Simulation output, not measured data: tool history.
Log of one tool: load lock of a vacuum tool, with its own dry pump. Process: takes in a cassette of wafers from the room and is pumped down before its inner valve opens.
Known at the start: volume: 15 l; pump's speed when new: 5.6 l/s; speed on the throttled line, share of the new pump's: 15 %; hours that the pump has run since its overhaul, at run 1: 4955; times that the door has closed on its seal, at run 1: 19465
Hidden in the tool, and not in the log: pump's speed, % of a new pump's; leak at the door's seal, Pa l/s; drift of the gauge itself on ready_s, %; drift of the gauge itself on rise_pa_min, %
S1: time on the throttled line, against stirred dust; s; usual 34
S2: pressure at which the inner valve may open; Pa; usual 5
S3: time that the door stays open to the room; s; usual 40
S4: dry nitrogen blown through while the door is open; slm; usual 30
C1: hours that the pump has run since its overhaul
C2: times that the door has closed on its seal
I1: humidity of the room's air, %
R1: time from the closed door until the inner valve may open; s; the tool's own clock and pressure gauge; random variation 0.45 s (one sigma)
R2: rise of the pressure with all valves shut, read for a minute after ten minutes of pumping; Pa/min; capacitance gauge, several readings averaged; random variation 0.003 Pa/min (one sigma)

{"run": 1, "day": 0.0, "S1": 34, "S2": 5, "S3": 40, "S4": 30, "C1": 4955, "C2": 19465, "I1": 46.8, "R1": 56.6, "R2": 0.14}
{"run": 2, "day": 5.746, "S1": 34, "S2": 5, "S3": 40, "S4": 30, "C1": 5093, "C2": 19677, "I1": 45.2, "R1": 56.0, "R2": 0.137}
{"run": 3, "day": 10.579, "S1": 34, "S2": 5, "S3": 40, "S4": 30, "C1": 5209, "C2": 19856, "I1": 45.8, "R1": 56.4, "R2": 0.138}
{"run": 4, "day": 14.088, "S1": 34, "S2": 5, "S3": 40, "S4": 30, "C1": 5293, "C2": 19985, "I1": 45.1, "R1": 56.8, "R2": 0.135}
{"run": 5, "day": 17.779, "S1": 34, "S2": 5, "S3": 40, "S4": 30, "C1": 5382, "C2": 20122, "I1": 45.8, "R1": 56.6, "R2": 0.141}
{"run": 6, "day": 24.379, "S1": 34, "S2": 5, "S3": 40, "S4": 30, "C1": 5540, "C2": 20366, "I1": 48.2, "R1": 57.4, "R2": 0.141}
{"run": 7, "day": 31.271, "S1": 34, "S2": 5, "S3": 40, "S4": 30, "C1": 5706, "C2": 20621, "I1": 45.0, "R1": 56.2, "R2": 0.135}
{"run": 8, "day": 34.962, "S1": 34, "S2": 5, "S3": 40, "S4": 30, "C1": 5795, "C2": 20757, "I1": 47.2, "R1": 57.4, "R2": 0.139}
{"run": 9, "day": 41.154, "S1": 34, "S2": 4, "S3": 40, "S4": 30, "C1": 5943, "C2": 20986, "I1": 47.5, "R1": 57.6, "R2": 0.149}
{"run": 10, "day": 44.712, "S1": 34, "S2": 4, "S3": 40, "S4": 30, "C1": 6028, "C2": 21118, "I1": 44.7, "R1": 58.1, "R2": 0.148}
{"run": 11, "day": 48.542, "S1": 34, "S2": 4, "S3": 40, "S4": 41, "C1": 6120, "C2": 21260, "I1": 46.1, "R1": 57.2, "R2": 0.143}
{"run": 12, "day": 52.438, "S1": 34, "S2": 5, "S3": 40, "S4": 30, "C1": 6214, "C2": 21404, "I1": 46.6, "R1": 56.7, "R2": 0.149}
{"run": 13, "day": 56.646, "S1": 34, "S2": 5, "S3": 40, "S4": 30, "C1": 6315, "C2": 21559, "I1": 48.0, "R1": 57.2, "R2": 0.148}
{"run": 14, "day": 62.475, "S1": 34, "S2": 5, "S3": 40, "S4": 30, "C1": 6455, "C2": 21775, "I1": 41.3, "R1": 57.4, "R2": 0.151}
{"run": 15, "day": 66.046, "S1": 34, "S2": 5, "S3": 40, "S4": 30, "C1": 6540, "C2": 21907, "I1": 46.1, "R1": 56.8, "R2": 0.151}
{"run": 16, "day": 72.342, "S1": 34, "S2": 5, "S3": 40, "S4": 30, "C1": 6692, "C2": 22139, "I1": 45.3, "R1": 56.8, "R2": 0.157}
{"run": 17, "day": 80.071, "S1": 34, "S2": 5, "S3": 40, "S4": 30, "C1": 6877, "C2": 22425, "I1": 43.5, "R1": 57.4, "R2": 0.16}
{"run": 18, "day": 86.042, "S1": 34, "S2": 5, "S3": 40, "S4": 30, "C1": 7020, "C2": 22646, "I1": 45.4, "R1": 57.0, "R2": 0.157}
{"run": 19, "day": 91.188, "S1": 62, "S2": 5, "S3": 40, "S4": 30, "C1": 7144, "C2": 22836, "I1": 43.8, "R1": 80.4, "R2": 0.151}
{"run": 20, "day": 97.446, "S1": 30, "S2": 6, "S3": 183, "S4": 6, "C1": 7294, "C2": 23068, "I1": 47.1, "R1": 54.1, "R2": 0.253}
{"run": 21, "day": 103.517, "S1": 30, "S2": 6, "S3": 183, "S4": 6, "C1": 7440, "C2": 23292, "I1": 46.5, "R1": 53.2, "R2": 0.245}
{"run": 22, "day": 110.625, "S1": 19, "S2": 6, "S3": 110, "S4": 6, "C1": 7610, "C2": 23555, "I1": 42.0, "R1": 44.3, "R2": 0.218}
{"run": 23, "day": 116.754, "S1": 50, "S2": 9, "S3": 43, "S4": 13, "C1": 7757, "C2": 23782, "I1": 46.1, "R1": 68.6, "R2": 0.184}
{"run": 24, "day": 123.925, "S1": 34, "S2": 10, "S3": 65, "S4": 30, "C1": 7930, "C2": 24047, "I1": 45.8, "R1": 56.0, "R2": 0.179}
{"run": 25, "day": 127.583, "S1": 20, "S2": 5, "S3": 65, "S4": 30, "C1": 8017, "C2": 24182, "I1": 45.6, "R1": 46.1, "R2": 0.18}
{"run": 26, "day": 135.133, "S1": 20, "S2": 5, "S3": 65, "S4": 30, "C1": 8199, "C2": 24461, "I1": 44.6, "R1": 45.7, "R2": 0.179}
{"run": 27, "day": 138.379, "S1": 20, "S2": 5, "S3": 65, "S4": 30, "C1": 8277, "C2": 24581, "I1": 41.7, "R1": 45.9, "R2": 0.171}
{"run": 28, "day": 142.988, "S1": 17, "S2": 5, "S3": 65, "S4": 32, "C1": 8387, "C2": 24752, "I1": 46.7, "R1": 43.4, "R2": 0.177}
{"run": 29, "day": 147.346, "S1": 17, "S2": 5, "S3": 65, "S4": 32, "C1": 8492, "C2": 24913, "I1": 47.1, "R1": 44.1, "R2": 0.18}
{"run": 30, "day": 151.425, "S1": 34, "S2": 5, "S3": 111, "S4": 30, "C1": 8590, "C2": 25064, "I1": 47.9, "R1": 57.5, "R2": 0.195}
{"run": 31, "day": 155.138, "S1": 59, "S2": 5, "S3": 40, "S4": 30, "C1": 8679, "C2": 25201, "I1": 46.6, "R1": 78.5, "R2": 0.181}
{"run": 32, "day": 160.608, "S1": 20, "S2": 7, "S3": 171, "S4": 8, "C1": 8810, "C2": 25403, "I1": 44.3, "R1": 45.2, "R2": 0.248}
{"run": 33, "day": 167.538, "S1": 34, "S2": 5, "S3": 84, "S4": 9, "C1": 8976, "C2": 25659, "I1": 43.5, "R1": 57.7, "R2": 0.227}
{"run": 34, "day": 172.575, "S1": 34, "S2": 6, "S3": 45, "S4": 15, "C1": 9097, "C2": 25846, "I1": 49.2, "R1": 57.1, "R2": 0.2}
{"run": 35, "day": 176.95, "S1": 34, "S2": 6, "S3": 45, "S4": 15, "C1": 9202, "C2": 26008, "I1": 44.3, "R1": 56.8, "R2": 0.194}
{"run": 36, "day": 180.696, "S1": 61, "S2": 5, "S3": 86, "S4": 7, "C1": 9292, "C2": 26146, "I1": 43.5, "R1": 81.5, "R2": 0.234}
{"run": 37, "day": 188.262, "S1": 61, "S2": 5, "S3": 86, "S4": 7, "C1": 9474, "C2": 26426, "I1": 44.8, "R1": 80.6, "R2": 0.23}

The same runs without the tool's hidden state, with the same run-to-run variation:
run=1 R1=55.3 R2=0.042
run=2 R1=54.7 R2=0.038
run=3 R1=55.1 R2=0.038
run=4 R1=55.4 R2=0.034
run=5 R1=55.2 R2=0.037
run=6 R1=55.9 R2=0.035
run=7 R1=54.7 R2=0.029
run=8 R1=55.8 R2=0.033
run=9 R1=55.9 R2=0.040
run=10 R1=56.4 R2=0.038
run=11 R1=55.5 R2=0.033
run=12 R1=55.1 R2=0.036
run=13 R1=55.4 R2=0.035
run=14 R1=55.6 R2=0.037
run=15 R1=55.0 R2=0.035
run=16 R1=55.0 R2=0.040
run=17 R1=55.5 R2=0.038
run=18 R1=55.1 R2=0.034
run=19 R1=78.9 R2=0.029
run=20 R1=52.0 R2=0.128
run=21 R1=51.1 R2=0.118
run=22 R1=42.0 R2=0.087
run=23 R1=66.8 R2=0.054
run=24 R1=54.0 R2=0.045
run=25 R1=43.7 R2=0.046
run=26 R1=43.2 R2=0.042
run=27 R1=43.4 R2=0.035
run=28 R1=40.7 R2=0.036
run=29 R1=41.3 R2=0.040
run=30 R1=55.1 R2=0.052
run=31 R1=76.4 R2=0.040
run=32 R1=42.5 R2=0.104
run=33 R1=55.1 R2=0.080
run=34 R1=54.6 R2=0.053
run=35 R1=54.2 R2=0.045
run=36 R1=79.3 R2=0.080
run=37 R1=78.4 R2=0.077

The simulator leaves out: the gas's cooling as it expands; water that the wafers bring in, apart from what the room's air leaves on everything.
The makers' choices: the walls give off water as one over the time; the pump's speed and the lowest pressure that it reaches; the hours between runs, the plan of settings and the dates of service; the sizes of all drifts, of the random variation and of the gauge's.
